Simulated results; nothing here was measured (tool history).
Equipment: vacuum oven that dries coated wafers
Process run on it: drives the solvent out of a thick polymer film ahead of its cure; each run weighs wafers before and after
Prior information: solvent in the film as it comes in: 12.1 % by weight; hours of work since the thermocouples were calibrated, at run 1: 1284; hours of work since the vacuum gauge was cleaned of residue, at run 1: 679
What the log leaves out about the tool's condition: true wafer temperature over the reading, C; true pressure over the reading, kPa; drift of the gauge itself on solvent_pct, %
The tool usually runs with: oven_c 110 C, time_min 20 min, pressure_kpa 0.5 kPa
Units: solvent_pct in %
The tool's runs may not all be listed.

run	day	oven_c	time_min	pressure_kpa	hours of work since the thermocouples were calibrated	hours of work since the vacuum gauge was cleaned of residue	solvent_pct
1	0	110	20	0.5	1284	679	2.12
2	2.258	110	34	0.5	1318	713	1.01
3	4.254	108	20	0.5	1349	744	2.5
4	6.062	122	20	0.5	1377	772	0.78
5	8.229	110	20	0.5	1410	805	2.06
6	10.358	110	20	0.5	1442	837	2.08
7	11.612	110	20	0.5	1462	857	2.18
8	13.362	110	20	0.5	1488	883	2.06
9	15.088	110	20	0.5	1515	910	2.06
10	16.967	110	20	0.5	1543	938	2.16
11	18.621	110	20	0.5	1569	964	2.17
12	20.488	110	20	0.5	1597	992	2.15
# day 21.333: oven's thermocouples calibrated
13	21.854	110	20	0.5	8	1012	2.03
14	24.112	110	20	0.5	43	1047	1.95
15	25.6	110	20	0.5	65	1069	2.04
16	27.421	110	20	0.5	93	1097	1.94
17	28.567	110	20	0.5	111	1115	1.95
18	30.575	110	20	0.5	141	1145	2.01
# day 31.85: oven's thermocouples calibrated, once more
19	33.125	96	20	0.524	19	1183	5.45
20	34.346	96	20	0.524	38	1202	5.47
21	36.238	101	14	0.5	67	1231	5.53
22	37.229	122	26	1.727	82	1246	1.75
23	38.862	122	26	1.727	107	1271	1.76
24	41.138	121	18	1.767	142	1306	2.13
25	42.958	102	17	1.987	170	1334	6.23
26	44.671	102	17	1.987	196	1360	6.28
27	46.571	105	20	0.5	225	1389	3.56
28	47.588	99	20	0.307	241	1404	4.54
29	49.662	99	20	0.307	272	1436	4.59
30	51.329	112	20	0.5	298	1462	2.26
31	53.4	112	20	0.5	330	1493	2.26
32	54.667	113	11	0.421	349	1513	3.7
33	55.846	113	11	0.421	367	1531	3.73
34	58.046	113	11	0.421	401	1564	3.7
35	60.3	105	20	1.945	435	1599	5.1

Alternative continuations, all from the tool just after run 35; predict every row:
A	61.475	118	21	0.322	453	1617	?
B	61.475	112	15	0.524	453	1617	?
C	61.475	124	11	1.03	453	1617	?
D	61.475	119	22	1.945	453	1617	?

run	solvent_pct
A	1.34
B	3.11
C	2.41
D	2.49
What these runs would have given with no unlogged condition in the tool:
run	solvent_pct
A	0.79
B	2.55
C	2
D	1.97
